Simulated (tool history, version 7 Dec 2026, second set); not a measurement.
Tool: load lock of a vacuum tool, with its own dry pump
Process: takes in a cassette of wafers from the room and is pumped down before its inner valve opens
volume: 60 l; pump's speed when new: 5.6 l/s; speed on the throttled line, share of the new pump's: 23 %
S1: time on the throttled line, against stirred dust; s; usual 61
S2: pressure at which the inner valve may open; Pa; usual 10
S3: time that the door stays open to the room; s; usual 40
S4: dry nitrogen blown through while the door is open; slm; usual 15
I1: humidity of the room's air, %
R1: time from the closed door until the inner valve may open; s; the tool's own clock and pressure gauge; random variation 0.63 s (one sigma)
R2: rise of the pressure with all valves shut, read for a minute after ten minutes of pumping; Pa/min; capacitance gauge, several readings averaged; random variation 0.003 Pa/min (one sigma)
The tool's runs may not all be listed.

Run 1, day 0: usual settings; I1 45.9. Result: R1 151.8 s, R2 0.058 Pa/min.
Run 2, day 9.658: usual settings; I1 45.1. Result: R1 152.9 s, R2 0.058 Pa/min.
Run 3, day 19.929: usual settings but S2 13 Pa; I1 45.1. Result: R1 149.4 s, R2 0.06 Pa/min.
Run 4, day 26.329: usual settings; I1 47.6. Result: R1 152.4 s, R2 0.059 Pa/min.
Run 5, day 34.896: usual settings; I1 45.3. Result: R1 152.7 s, R2 0.06 Pa/min.
Run 6, day 44.825: usual settings but S4 42 slm; I1 46.1. Result: R1 152.1 s, R2 0.044 Pa/min.
Run 7, day 54.212: usual settings but S4 42 slm; I1 43.4. Result: R1 152.8 s, R2 0.046 Pa/min.
Run 8, day 64.275: usual settings but S4 42 slm; I1 45. Result: R1 152.8 s, R2 0.043 Pa/min.
Run 9, day 74.762: usual settings but S4 42 slm; I1 43.9. Result: R1 153.9 s, R2 0.05 Pa/min.
Run 10, day 83.508: usual settings but S1 42 s, S2 20 Pa; I1 45.4. Result: R1 131.3 s, R2 0.063 Pa/min.
Run 11, day 88.133: usual settings but S1 39 s, S2 14 Pa, S3 82 s, S4 5 slm; I1 45.1. Result: R1 133.6 s, R2 0.097 Pa/min.
Run 12, day 93.75: usual settings but S1 39 s, S2 11 Pa, S3 82 s, S4 5 slm; I1 47.2. Result: R1 136.2 s, R2 0.102 Pa/min.
Run 13, day 101.071: usual settings but S1 39 s, S2 11 Pa, S3 82 s, S4 5 slm; I1 46.9. Result: R1 136.8 s, R2 0.1 Pa/min.
Run 14, day 106.658: usual settings but S1 39 s, S2 11 Pa, S3 140 s, S4 6 slm; I1 47.1. Result: R1 135.8 s, R2 0.134 Pa/min.
Run 15, day 111.179: usual settings but S3 156 s, S4 9 slm; I1 46.2. Result: R1 154.5 s, R2 0.133 Pa/min.
Run 16, day 117.904: usual settings but S3 156 s, S4 9 slm; I1 46.3. Result: R1 154.2 s, R2 0.128 Pa/min.
Run 17, day 125.271: usual settings but S1 70 s, S2 8 Pa, S4 10 slm; I1 45.3. Result: R1 164.9 s, R2 0.069 Pa/min.
Run 18, day 132.942: usual settings but S1 56 s, S3 72 s; I1 41.2. Result: R1 150 s, R2 0.072 Pa/min.

Forecast each of these 5 alternatives for the next run:
Run A, day 140.75: usual settings but S1 37 s, S3 108 s; I1 46.4. Result: R1 ?, R2 ?.
Run B, day 140.75: usual settings but S2 16 Pa; I1 48.6. Result: R1 ?, R2 ?.
Run C, day 140.75: usual settings but S1 77 s, S4 7 slm; I1 44.5. Result: R1 ?, R2 ?.
Run D, day 140.75: usual settings but S1 43 s, S3 28 s, S4 10 slm; I1 44.1. Result: R1 ?, R2 ?.
Run E, day 140.75: usual settings but S1 56 s, S2 11 Pa, S3 72 s, S4 21 slm; I1 46.9. Result: R1 ?, R2 ?.

run     R1     R2
  A  136.5  0.097
  B  148.8  0.071
  C  166.3  0.069
  D  140.1  0.058
  E  150.4  0.078
Without the tool's hidden state the same runs would have given:
run     R1     R2
  A  127.9  0.067
  B  141.2   0.04
  C  158.6  0.038
  D  131.7  0.027
  E  142.1  0.047

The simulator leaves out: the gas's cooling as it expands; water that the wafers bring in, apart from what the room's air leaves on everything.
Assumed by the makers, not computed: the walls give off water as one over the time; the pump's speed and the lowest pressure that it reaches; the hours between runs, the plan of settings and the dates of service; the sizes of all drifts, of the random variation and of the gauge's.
